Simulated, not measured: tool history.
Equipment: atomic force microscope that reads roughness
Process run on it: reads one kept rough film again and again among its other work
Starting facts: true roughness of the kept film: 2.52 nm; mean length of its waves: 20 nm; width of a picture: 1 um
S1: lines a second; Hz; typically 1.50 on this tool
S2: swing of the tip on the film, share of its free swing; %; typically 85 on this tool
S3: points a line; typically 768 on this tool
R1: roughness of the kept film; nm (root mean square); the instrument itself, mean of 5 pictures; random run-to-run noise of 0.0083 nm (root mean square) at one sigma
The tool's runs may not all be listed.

| run | hour | S1 | S2 | S3 | R1 |
|---|---|---|---|---|---|
| 1 | 0.0 | 1.50 | 85 | 768 | 1.367 |
|  | 22.4 | new tip fitted |
| 2 | 36.8 | 1.50 | 85 | 768 | 1.588 |
| 3 | 63.5 | 1.50 | 85 | 768 | 1.287 |
|  | 70.1 | new tip fitted |
| 4 | 83.9 | 1.50 | 85 | 768 | 1.595 |
| 5 | 102.9 | 1.50 | 85 | 768 | 1.392 |
|  | 117.9 | new tip fitted |
| 6 | 125.1 | 1.50 | 85 | 768 | 1.703 |
| 7 | 154.8 | 1.50 | 85 | 768 | 1.335 |
|  | 166.4 | new tip fitted |
| 8 | 191.9 | 1.50 | 85 | 305 | 1.412 |
|  | 214.7 | new tip fitted |
| 9 | 227.7 | 1.50 | 80 | 768 | 1.645 |
|  | 262.0 | new tip fitted |
| 10 | 263.1 | 1.50 | 80 | 768 | 1.823 |
| 11 | 302.7 | 1.50 | 80 | 768 | 1.316 |
|  | 311.2 | new tip fitted |
| 12 | 327.9 | 1.50 | 80 | 768 | 1.649 |
| 13 | 351.3 | 1.50 | 80 | 768 | 1.370 |
|  | 358.5 | new tip fitted |
| 14 | 372.5 | 1.50 | 80 | 768 | 1.645 |
|  | 406.8 | new tip fitted |
| 15 | 418.4 | 1.24 | 80 | 768 | 1.678 |
|  | 422.9 | height scale calibrated on a step standard |
| 16 | 452.8 | 1.24 | 80 | 768 | 1.312 |
|  | 457.3 | new tip fitted |
| 17 | 483.0 | 1.50 | 85 | 964 | 1.451 |
|  | 506.7 | new tip fitted |
| 18 | 527.5 | 1.50 | 85 | 964 | 1.526 |
|  | 553.5 | new tip fitted |
| 19 | 553.5 | 1.50 | 85 | 964 | 1.870 |
|  | 577.9 | height scale calibrated on a step standard, once more |
| 20 | 591.3 | 1.50 | 85 | 858 | 1.337 |
|  | 605.0 | new tip fitted |
| 21 | 620.7 | 1.81 | 85 | 768 | 1.534 |
|  | 654.6 | new tip fitted |
| 22 | 664.4 | 1.81 | 85 | 768 | 1.611 |
|  | 703.3 | new tip fitted |
| 23 | 711.3 | 1.81 | 85 | 768 | 1.626 |
| 24 | 742.2 | 1.81 | 85 | 768 | 1.297 |
|  | 749.9 | new tip fitted |
| 25 | 785.0 | 1.81 | 85 | 768 | 1.310 |
|  | 797.6 | new tip fitted |
| 26 | 814.3 | 1.50 | 60 | 870 | 1.694 |
|  | 844.1 | new tip fitted |
| 27 | 862.1 | 1.50 | 60 | 870 | 1.690 |
|  | 890.9 | new tip fitted |
| 28 | 891.5 | 1.50 | 60 | 870 | 1.929 |
| 29 | 935.5 | 1.50 | 60 | 870 | 1.375 |
|  | 939.6 | new tip fitted |
| 30 | 956.3 | 1.50 | 68 | 714 | 1.633 |
| 31 | 977.7 | 3.52 | 57 | 768 | 1.380 |
|  | 986.7 | new tip fitted |
| 32 | 1007.1 | 3.52 | 57 | 404 | 1.566 |
| 33 | 1032.7 | 3.52 | 57 | 404 | 1.311 |
|  | 1036.0 | new tip fitted |
| 34 | 1055.7 | 1.50 | 62 | 768 | 1.615 |
|  | 1086.8 | new tip fitted |
| 35 | 1095.0 | 2.22 | 62 | 768 | 1.803 |
| 36 | 1124.8 | 1.45 | 73 | 833 | 1.399 |
|  | 1135.0 | new tip fitted |
| 37 | 1155.8 | 1.50 | 85 | 282 | 1.452 |
|  | 1182.6 | new tip fitted |
| 38 | 1194.4 | 2.12 | 58 | 282 | 1.695 |
|  | 1229.4 | new tip fitted |
| 39 | 1230.0 | 2.12 | 58 | 282 | 1.872 |
| 40 | 1254.3 | 1.02 | 85 | 645 | 1.491 |
|  | 1278.8 | new tip fitted |
| 41 | 1298.9 | 1.02 | 85 | 645 | 1.574 |
|  | 1326.7 | new tip fitted |
| 42 | 1329.4 | 1.02 | 85 | 645 | 1.834 |
| 43 | 1370.5 | 1.27 | 76 | 768 | 1.355 |
|  | 1374.2 | new tip fitted |
| 44 | 1401.9 | 0.77 | 83 | 768 | 1.489 |
|  | 1421.1 | new tip fitted |
| 45 | 1426.5 | 1.84 | 64 | 685 | 1.845 |
| 46 | 1455.5 | 1.50 | 82 | 301 | 1.372 |
|  | 1469.4 | new tip fitted |
| 47 | 1479.6 | 1.71 | 85 | 768 | 1.633 |
| 48 | 1513.8 | 2.58 | 75 | 496 | 1.254 |
|  | 1518.0 | new tip fitted |
| 49 | 1561.4 | 2.58 | 75 | 496 | 1.264 |
|  | 1568.4 | new tip fitted |
| 50 | 1581.5 | 0.93 | 60 | 675 | 1.747 |

Here are 3 independent what-if runs from the current tool condition. What would each one return?
| A | 1611.5 | 1.58 | 71 | 292 | ? |
| B | 1611.5 | 1.50 | 69 | 355 | ? |
| C | 1611.5 | 1.50 | 85 | 671 | ? |

| run | R1 |
|---|---|
| A | 1.299 |
| B | 1.331 |
| C | 1.262 |
What these runs would have given with no unlogged condition in the tool:
| run | R1 |
|---|---|
| A | 1.848 |
| B | 1.891 |
| C | 1.798 |
